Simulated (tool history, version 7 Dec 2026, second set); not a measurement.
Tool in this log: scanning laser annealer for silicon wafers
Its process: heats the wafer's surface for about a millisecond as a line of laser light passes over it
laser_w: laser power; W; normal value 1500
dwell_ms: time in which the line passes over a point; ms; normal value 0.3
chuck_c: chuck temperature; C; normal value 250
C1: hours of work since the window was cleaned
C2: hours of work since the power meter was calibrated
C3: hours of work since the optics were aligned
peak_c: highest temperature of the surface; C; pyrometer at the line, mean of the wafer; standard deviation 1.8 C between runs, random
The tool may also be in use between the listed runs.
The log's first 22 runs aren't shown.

{"run": 23, "day": 6.604, "laser_w": 1465, "dwell_ms": 0.302, "chuck_c": 214, "C1": 76, "C2": 283, "C3": 23, "peak_c": 1002}
{"run": 24, "day": 6.979, "laser_w": 1500, "dwell_ms": 0.23, "chuck_c": 250, "C1": 82, "C2": 290, "C3": 30, "peak_c": 936}
{"run": 25, "day": 7.204, "laser_w": 1461, "dwell_ms": 0.23, "chuck_c": 250, "C1": 86, "C2": 294, "C3": 34, "peak_c": 913}
{"run": 26, "day": 7.554, "laser_w": 1505, "dwell_ms": 0.3, "chuck_c": 250, "C1": 92, "C2": 300, "C3": 40, "peak_c": 1056}
{"run": 27, "day": 7.738, "laser_w": 1595, "dwell_ms": 0.275, "chuck_c": 250, "C1": 96, "C2": 303, "C3": 43, "peak_c": 1070}
{"run": 28, "day": 8.083, "laser_w": 1319, "dwell_ms": 0.221, "chuck_c": 257, "C1": 102, "C2": 309, "C3": 49, "peak_c": 826}
{"run": 29, "day": 8.392, "laser_w": 1421, "dwell_ms": 0.322, "chuck_c": 257, "C1": 107, "C2": 314, "C3": 55, "peak_c": 1046}
{"run": 30, "day": 8.658, "laser_w": 1559, "dwell_ms": 0.3, "chuck_c": 270, "C1": 112, "C2": 319, "C3": 59, "peak_c": 1112}
{"run": 31, "day": 8.867, "laser_w": 1500, "dwell_ms": 0.222, "chuck_c": 218, "C1": 115, "C2": 323, "C3": 63, "peak_c": 887}
{"run": 32, "day": 9.188, "laser_w": 1500, "dwell_ms": 0.222, "chuck_c": 218, "C1": 121, "C2": 328, "C3": 68, "peak_c": 887}
{"run": 33, "day": 9.396, "laser_w": 1540, "dwell_ms": 0.373, "chuck_c": 241, "C1": 124, "C2": 332, "C3": 72, "peak_c": 1188}
{"run": 34, "day": 9.762, "laser_w": 1473, "dwell_ms": 0.357, "chuck_c": 273, "C1": 131, "C2": 338, "C3": 79, "peak_c": 1141}
{"run": 35, "day": 10.158, "laser_w": 1473, "dwell_ms": 0.357, "chuck_c": 273, "C1": 138, "C2": 345, "C3": 85, "peak_c": 1145}
{"run": 36, "day": 10.388, "laser_w": 1473, "dwell_ms": 0.357, "chuck_c": 273, "C1": 142, "C2": 349, "C3": 89, "peak_c": 1142}
{"run": 37, "day": 10.675, "laser_w": 1473, "dwell_ms": 0.357, "chuck_c": 273, "C1": 147, "C2": 354, "C3": 94, "peak_c": 1140}
{"run": 38, "day": 10.858, "laser_w": 1473, "dwell_ms": 0.357, "chuck_c": 273, "C1": 150, "C2": 357, "C3": 98, "peak_c": 1140}
{"run": 39, "day": 11.25, "laser_w": 1394, "dwell_ms": 0.38, "chuck_c": 273, "C1": 157, "C2": 364, "C3": 104, "peak_c": 1112}
{"run": 40, "day": 11.521, "laser_w": 1511, "dwell_ms": 0.253, "chuck_c": 273, "C1": 162, "C2": 369, "C3": 109, "peak_c": 1001}
{"run": 41, "day": 11.854, "laser_w": 1417, "dwell_ms": 0.3, "chuck_c": 213, "C1": 167, "C2": 375, "C3": 115, "peak_c": 959}
{"run": 42, "day": 12.142, "laser_w": 1546, "dwell_ms": 0.3, "chuck_c": 228, "C1": 172, "C2": 380, "C3": 120, "peak_c": 1057}

What if the next run were any one of these 3? Each begins from the tool's condition after run 42:
{"run": "A", "day": 12.504, "laser_w": 1385, "dwell_ms": 0.341, "chuck_c": 212, "C1": 179, "C2": 386, "C3": 126, "peak_c": "?"}
{"run": "B", "day": 12.504, "laser_w": 1503, "dwell_ms": 0.3, "chuck_c": 250, "C1": 179, "C2": 386, "C3": 126, "peak_c": "?"}
{"run": "C", "day": 12.504, "laser_w": 1624, "dwell_ms": 0.318, "chuck_c": 268, "C1": 179, "C2": 386, "C3": 126, "peak_c": "?"}

run=A peak_c=989
run=B peak_c=1050
run=C peak_c=1183
Had the tool no hidden state, the same runs would have come out as:
run=A peak_c=996
run=B peak_c=1057
run=C peak_c=1191

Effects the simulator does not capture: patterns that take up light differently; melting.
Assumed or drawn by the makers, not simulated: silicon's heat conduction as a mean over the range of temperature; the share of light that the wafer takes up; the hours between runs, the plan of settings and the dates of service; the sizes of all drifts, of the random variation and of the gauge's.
